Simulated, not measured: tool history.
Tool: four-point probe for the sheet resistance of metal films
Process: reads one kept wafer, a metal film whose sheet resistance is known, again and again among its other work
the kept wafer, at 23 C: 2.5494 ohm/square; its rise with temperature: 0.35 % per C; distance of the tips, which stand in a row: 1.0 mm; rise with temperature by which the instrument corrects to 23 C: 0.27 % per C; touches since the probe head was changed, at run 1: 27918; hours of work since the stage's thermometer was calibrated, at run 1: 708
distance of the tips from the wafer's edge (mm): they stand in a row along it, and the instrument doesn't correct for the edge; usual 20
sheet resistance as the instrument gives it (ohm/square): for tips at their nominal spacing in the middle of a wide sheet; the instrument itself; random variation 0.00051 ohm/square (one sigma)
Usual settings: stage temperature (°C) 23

run,day,stage temperature (°C),distance of the tips from the wafer's edge (mm),touches since the probe head was changed,hours of work since the stage's thermometer was calibrated,sheet resistance as the instrument gives it (ohm/square)
1,0,23,20,27918,708,2.552154
2,1.425,23,20,28404,727,2.553054
3,3.242,23,20,29025,752,2.552474
4,5.175,23,20,29685,778,2.553295
5,7.033,23,20,30319,803,2.552727
6,8.971,23,20,30981,829,2.552486
7,9.833,23,20,31276,841,2.553018
8,11.104,23,20,31710,858,2.553336
9,12.162,23,20,32071,873,2.552585
10,13.071,23,20,32381,885,2.552969
11,14.817,23,20,32978,909,2.552896
12,15.696,23,20,33278,921,2.55244
13,16.704,23,20,33623,934,2.553236
14,18.417,20,20,34206,958,2.546968
15,19.979,20,20,34740,979,2.546235
16,21.367,23,20,35215,998,2.55271
17,23.212,23,20,35845,1023,2.552051
18,24.425,23,20,36258,1039,2.553803
19,26.462,23,20,36954,1067,2.553113
20,28.225,23,20,37556,1090,2.55228
21,30.171,23,23,38220,1117,2.552714
22,31.312,23,23,38610,1132,2.552256
23,33.358,23,23,39309,1160,2.551972
24,34.625,23,23,39741,1177,2.551642
25,35.604,23,23,40077,1191,2.552812
26,37.546,28,47,40739,1217,2.560587
27,39.167,27,54,41293,1239,2.558176
28,41.1,28,54,41953,1265,2.560111
29,42,26,72,42261,1277,2.555805
30,43.929,26,72,42919,1303,2.556362
31,45.129,24,24,43329,1320,2.553734
32,46.996,24,24,43966,1345,2.55384
33,48.708,24,62,44551,1368,2.552321
34,50.183,30,65,45055,1388,2.565592
35,51.367,30,65,45459,1404,2.564683
36,52.425,34,40,45821,1419,2.573802
37,54.012,34,40,46362,1440,2.572685
38,55.733,31,17,46950,1463,2.570521
39,56.817,23,8,47320,1478,2.570748
40,57.812,26,20,47660,1492,2.559638
41,59.633,26,20,48282,1516,2.558772
# day 60.529: stage's thermometer calibrated
42,61.142,19,20,48790,8,2.544386
43,62.067,27,56,49105,21,2.557941
44,63.221,27,56,49500,36,2.558791
45,64.054,23,23,49784,48,2.551467

4 ways to go on from here, each from the tool as it stands after run 45. What would each give?
A,65.883,21,45,50409,73,?
B,65.883,25,13,50409,73,?
C,65.883,23,40,50409,73,?
D,65.883,27,66,50409,73,?

run,sheet resistance as the instrument gives it (ohm/square)
A,2.545818
B,2.561051
C,2.549583
D,2.558682
Without the tool's hidden state the same runs would have given:
run,sheet resistance as the instrument gives it (ohm/square)
A,2.545755
B,2.560987
C,2.549519
D,2.558619
